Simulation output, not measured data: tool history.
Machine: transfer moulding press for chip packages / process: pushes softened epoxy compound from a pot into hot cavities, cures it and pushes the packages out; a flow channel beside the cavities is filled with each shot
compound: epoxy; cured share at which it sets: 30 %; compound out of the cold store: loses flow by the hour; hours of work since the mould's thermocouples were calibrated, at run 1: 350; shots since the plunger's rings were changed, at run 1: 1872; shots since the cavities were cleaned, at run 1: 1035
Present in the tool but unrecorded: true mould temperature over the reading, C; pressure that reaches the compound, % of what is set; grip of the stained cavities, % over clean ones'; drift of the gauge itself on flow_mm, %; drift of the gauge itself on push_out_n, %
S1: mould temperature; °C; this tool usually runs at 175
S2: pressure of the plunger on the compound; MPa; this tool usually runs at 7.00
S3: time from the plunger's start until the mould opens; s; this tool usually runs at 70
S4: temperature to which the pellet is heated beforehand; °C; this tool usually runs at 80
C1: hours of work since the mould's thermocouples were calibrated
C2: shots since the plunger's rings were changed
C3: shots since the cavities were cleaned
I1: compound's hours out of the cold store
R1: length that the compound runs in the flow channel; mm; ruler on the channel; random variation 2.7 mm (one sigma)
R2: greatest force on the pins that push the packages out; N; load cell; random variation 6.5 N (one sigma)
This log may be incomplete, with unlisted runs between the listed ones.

{"run": 1, "hour": 0.0, "S1": 175, "S2": 7.0, "S3": 70, "S4": 80, "C1": 350, "C2": 1872, "C3": 1035, "I1": 20.9, "R1": 597, "R2": 432}
{"hour": 12.5, "done": "cavities cleaned with cleaning compound and waxed"}
{"run": 2, "hour": 33.3, "S1": 175, "S2": 7.0, "S3": 70, "S4": 80, "C1": 364, "C2": 2185, "C3": 205, "I1": 17.2, "R1": 613, "R2": 323}
{"run": 3, "hour": 61.0, "S1": 175, "S2": 7.0, "S3": 70, "S4": 80, "C1": 376, "C2": 2457, "C3": 477, "I1": 18.7, "R1": 607, "R2": 375}
{"run": 4, "hour": 78.4, "S1": 175, "S2": 5.24, "S3": 70, "S4": 80, "C1": 383, "C2": 2628, "C3": 648, "I1": 36.7, "R1": 477, "R2": 386}
{"hour": 98.6, "done": "plunger's sealing rings changed"}
{"run": 5, "hour": 106.7, "S1": 175, "S2": 5.24, "S3": 70, "S4": 80, "C1": 394, "C2": 79, "C3": 902, "I1": 44.5, "R1": 466, "R2": 399}
{"hour": 130.7, "done": "cavities cleaned with cleaning compound and waxed"}
{"run": 6, "hour": 134.4, "S1": 167, "S2": 7.0, "S3": 70, "S4": 80, "C1": 405, "C2": 337, "C3": 36, "I1": 42.3, "R1": 554, "R2": 416}
{"run": 7, "hour": 152.4, "S1": 175, "S2": 7.0, "S3": 70, "S4": 80, "C1": 413, "C2": 514, "C3": 213, "I1": 33.7, "R1": 564, "R2": 309}
{"run": 8, "hour": 185.5, "S1": 175, "S2": 7.0, "S3": 70, "S4": 80, "C1": 427, "C2": 840, "C3": 539, "I1": 13.3, "R1": 632, "R2": 403}
{"run": 9, "hour": 205.8, "S1": 175, "S2": 7.0, "S3": 78, "S4": 80, "C1": 436, "C2": 1039, "C3": 738, "I1": 18.5, "R1": 621, "R2": 350}
{"run": 10, "hour": 239.8, "S1": 175, "S2": 7.0, "S3": 78, "S4": 80, "C1": 451, "C2": 1374, "C3": 1073, "I1": 21.7, "R1": 597, "R2": 388}
{"hour": 246.2, "done": "cavities cleaned with cleaning compound and waxed"}
{"run": 11, "hour": 278.5, "S1": 171, "S2": 7.0, "S3": 70, "S4": 80, "C1": 467, "C2": 1740, "C3": 318, "I1": 10.4, "R1": 641, "R2": 491}
{"run": 12, "hour": 294.5, "S1": 171, "S2": 7.0, "S3": 70, "S4": 80, "C1": 474, "C2": 1897, "C3": 475, "I1": 34.6, "R1": 566, "R2": 468}
{"run": 13, "hour": 327.8, "S1": 175, "S2": 7.0, "S3": 93, "S4": 80, "C1": 488, "C2": 2225, "C3": 803, "I1": 33.5, "R1": 553, "R2": 317}
{"hour": 362.3, "done": "cavities cleaned with cleaning compound and waxed"}
{"run": 14, "hour": 363.9, "S1": 179, "S2": 7.0, "S3": 70, "S4": 80, "C1": 503, "C2": 2565, "C3": 15, "I1": 33.0, "R1": 554, "R2": 200}
{"run": 15, "hour": 379.8, "S1": 174, "S2": 5.8, "S3": 97, "S4": 72, "C1": 510, "C2": 2722, "C3": 172, "I1": 16.7, "R1": 550, "R2": 222}
{"hour": 389.8, "done": "plunger's sealing rings changed"}
{"run": 16, "hour": 399.2, "S1": 172, "S2": 7.61, "S3": 52, "S4": 72, "C1": 517, "C2": 92, "C3": 338, "I1": 39.2, "R1": 581, "R2": 879}
{"run": 17, "hour": 414.9, "S1": 175, "S2": 6.04, "S3": 55, "S4": 76, "C1": 524, "C2": 247, "C3": 493, "I1": 36.9, "R1": 526, "R2": 685}
{"run": 18, "hour": 441.9, "S1": 175, "S2": 6.04, "S3": 55, "S4": 76, "C1": 535, "C2": 512, "C3": 758, "I1": 30.2, "R1": 542, "R2": 801}
{"run": 19, "hour": 469.5, "S1": 177, "S2": 6.04, "S3": 55, "S4": 75, "C1": 547, "C2": 783, "C3": 1029, "I1": 8.5, "R1": 602, "R2": 792}
{"hour": 481.0, "done": "cavities cleaned with cleaning compound and waxed"}
{"run": 20, "hour": 486.3, "S1": 175, "S2": 7.0, "S3": 57, "S4": 73, "C1": 554, "C2": 934, "C3": 52, "I1": 22.1, "R1": 601, "R2": 450}
{"run": 21, "hour": 521.6, "S1": 169, "S2": 7.0, "S3": 70, "S4": 88, "C1": 569, "C2": 1282, "C3": 400, "I1": 16.2, "R1": 629, "R2": 534}
{"run": 22, "hour": 558.8, "S1": 169, "S2": 7.0, "S3": 70, "S4": 88, "C1": 585, "C2": 1647, "C3": 765, "I1": 45.3, "R1": 538, "R2": 529}
{"run": 23, "hour": 578.0, "S1": 182, "S2": 7.0, "S3": 108, "S4": 89, "C1": 593, "C2": 1836, "C3": 954, "I1": 22.2, "R1": 582, "R2": 306}
{"hour": 597.9, "done": "cavities cleaned with cleaning compound and waxed"}
{"run": 24, "hour": 604.5, "S1": 182, "S2": 7.0, "S3": 108, "S4": 89, "C1": 604, "C2": 2083, "C3": 66, "I1": 44.0, "R1": 519, "R2": 196}
{"run": 25, "hour": 631.0, "S1": 172, "S2": 6.67, "S3": 70, "S4": 87, "C1": 615, "C2": 2343, "C3": 326, "I1": 25.3, "R1": 574, "R2": 374}
{"run": 26, "hour": 667.0, "S1": 172, "S2": 6.67, "S3": 70, "S4": 87, "C1": 631, "C2": 2697, "C3": 680, "I1": 38.7, "R1": 533, "R2": 433}
{"hour": 680.6, "done": "plunger's sealing rings changed"}
{"run": 27, "hour": 695.8, "S1": 172, "S2": 6.67, "S3": 70, "S4": 87, "C1": 642, "C2": 150, "C3": 939, "I1": 33.2, "R1": 562, "R2": 477}

Here are 4 independent what-if runs from the current tool condition. What would each one return?
{"hour": 716.4, "done": "cavities cleaned with cleaning compound and waxed"}
{"run": "A", "hour": 731.9, "S1": 175, "S2": 5.51, "S3": 88, "S4": 80, "C1": 657, "C2": 491, "C3": 153, "I1": 22.3, "R1": "?", "R2": "?"}
{"hour": 716.4, "done": "cavities cleaned with cleaning compound and waxed"}
{"run": "B", "hour": 731.9, "S1": 172, "S2": 6.44, "S3": 82, "S4": 87, "C1": 657, "C2": 491, "C3": 153, "I1": 19.5, "R1": "?", "R2": "?"}
{"hour": 716.4, "done": "cavities cleaned with cleaning compound and waxed"}
{"run": "C", "hour": 731.9, "S1": 180, "S2": 6.74, "S3": 70, "S4": 80, "C1": 657, "C2": 491, "C3": 153, "I1": 29.2, "R1": "?", "R2": "?"}
{"hour": 716.4, "done": "cavities cleaned with cleaning compound and waxed"}
{"run": "D", "hour": 731.9, "S1": 182, "S2": 7.92, "S3": 70, "S4": 83, "C1": 657, "C2": 491, "C3": 153, "I1": 8.3, "R1": "?", "R2": "?"}

run=A R1=537 R2=226
run=B R1=596 R2=255
run=C R1=564 R2=236
run=D R1=678 R2=226
Without the tool's hidden state the same runs would have given:
run=A R1=544 R2=183
run=B R1=602 R2=216
run=C R1=571 R2=195
run=D R1=685 R2=184

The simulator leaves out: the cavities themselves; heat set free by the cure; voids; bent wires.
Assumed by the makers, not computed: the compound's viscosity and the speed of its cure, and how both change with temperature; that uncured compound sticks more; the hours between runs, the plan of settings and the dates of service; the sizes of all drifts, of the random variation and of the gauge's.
